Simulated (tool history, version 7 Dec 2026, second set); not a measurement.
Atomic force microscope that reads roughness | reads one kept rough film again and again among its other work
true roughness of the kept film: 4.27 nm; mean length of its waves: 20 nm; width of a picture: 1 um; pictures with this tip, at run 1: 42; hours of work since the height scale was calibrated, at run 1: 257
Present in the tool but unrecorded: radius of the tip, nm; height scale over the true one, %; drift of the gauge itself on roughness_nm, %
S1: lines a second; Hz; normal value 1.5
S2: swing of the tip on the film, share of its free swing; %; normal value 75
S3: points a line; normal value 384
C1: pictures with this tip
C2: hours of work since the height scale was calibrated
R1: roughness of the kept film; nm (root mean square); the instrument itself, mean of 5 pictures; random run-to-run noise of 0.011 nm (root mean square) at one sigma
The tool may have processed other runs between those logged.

run 1 hour=0 | S1=1.5 S2=75 S3=384 | C1=42 C2=257 | R1=1.985
run 2 hour=15.7 | S1=1.5 S2=75 S3=384 | C1=56 C2=264 | R1=1.831
run 3 hour=44.7 | S1=1.5 S2=75 S3=384 | C1=83 C2=277 | R1=1.578
run 4 hour=67.2 | S1=1.5 S2=75 S3=267 | C1=104 C2=286 | R1=1.415
run 5 hour=94.7 | S1=1.5 S2=75 S3=267 | C1=129 C2=298 | R1=1.27
-- hour=103.4 new tip fitted
run 6 hour=126.2 | S1=0.5 S2=66 S3=634 | C1=21 C2=312 | R1=2.461

Forecast run 7:
run 7 hour=159.5 | S1=2.14 S2=66 S3=378 | C1=51 C2=326 | R1=?

R1: 1.866 nm (root mean square)
Had the tool carried no hidden state, the very same run would have given R1 2.652 nm (root mean square).
